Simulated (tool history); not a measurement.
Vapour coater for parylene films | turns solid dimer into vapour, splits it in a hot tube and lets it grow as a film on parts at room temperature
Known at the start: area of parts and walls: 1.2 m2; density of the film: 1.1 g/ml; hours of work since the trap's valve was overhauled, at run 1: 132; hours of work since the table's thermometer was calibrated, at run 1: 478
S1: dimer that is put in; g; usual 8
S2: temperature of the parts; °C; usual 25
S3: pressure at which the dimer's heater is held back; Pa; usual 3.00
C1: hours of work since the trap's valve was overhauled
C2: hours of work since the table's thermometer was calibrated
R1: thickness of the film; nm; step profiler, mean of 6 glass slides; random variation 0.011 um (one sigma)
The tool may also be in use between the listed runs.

run     day  S1  S2     S3   C1   C2    R1
  1   0.000   8  25   3.00  132  478  3330
  2   0.567   8  25   9.91  141  486  2590
  3   1.904   8  25   9.91  160  506  2580
  4   3.158   8  25  10.96  179  525  2520
  5   3.771   8  25  10.96  188  534  2530
  6   4.854   8  25  10.96  204  550  2530
  7   6.021   8  25  10.96  221  567  2520
  8   6.838   4  25   3.00  233  579  1640
  9   8.158   8  25   3.00  253  599  3300
 10   9.446   5  25   3.00  272  618  2060
 11  10.008   8  25   2.12  280  626  3530
 12  10.558   3  25   3.00  289  634  1220
     10.662  -- table's thermometer calibrated
 13  11.762   3  25   3.00  306   16  1230
 14  12.758   3  25   3.00  321   31  1230
 15  13.946   6  25   3.00  338   49  2450
 16  14.988   8  25   3.00  354   64  3250
 17  15.571   8  25   3.00  362   73  3240
 18  16.254   8  25   3.00  372   83  3260
 19  16.879   8  25   3.00  382   92  3240
     17.504  -- table's thermometer calibrated, once more
 20  17.504   8  25   3.00  390    0  3180
 21  18.100   8  25   3.00  399    9  3190
 22  18.917   8  25   3.00  411   21  3180
 23  19.679   4  21  10.31  422   32  1460
 24  20.338   8  20   3.60  432   42  3760
 25  21.175   8  18   9.54  445   54  3340
 26  21.808   7  25   7.40  454   64  2300
     22.983  -- trap's valve overhauled
 27  23.308  11  25   2.21    5   83  4940
 28  24.258  11  25   2.21   19   98  4940
 29  24.900  11  25   2.21   28  107  4940
 30  25.533   5  20   9.15   38  116  2040
 31  26.617   6  25   3.00   54  132  2530
 32  27.283   6  25   3.00   64  142  2520
 33  28.633  14  34   3.00   84  162  4040
 34  29.483   3  34   2.72   96  175   890
 35  30.183   3  21  10.86  107  185  1120
 36  30.958   5  34   7.67  118  197  1200
 37  32.296   5  34   7.67  138  217  1180
 38  33.154   7  25   4.84  151  229  2630
 39  34.179   8  25   2.95  166  244  3320

5 ways to go on from here, each from the tool as it stands after run 39. What would each give?
  A  35.117   8  25   3.56  180  258   ?
  B  35.117  11  25   3.00  180  258   ?
  C  35.117  11  28  10.07  180  258   ?
  D  35.117   8  25   8.57  180  258   ?
  E  35.117  14  21   3.08  180  258   ?

run    R1
  A  3190
  B  4540
  C  3130
  D  2650
  E  6790
Without the tool's hidden state the same runs would have given:
run    R1
  A  3260
  B  4640
  C  3200
  D  2710
  E  6930
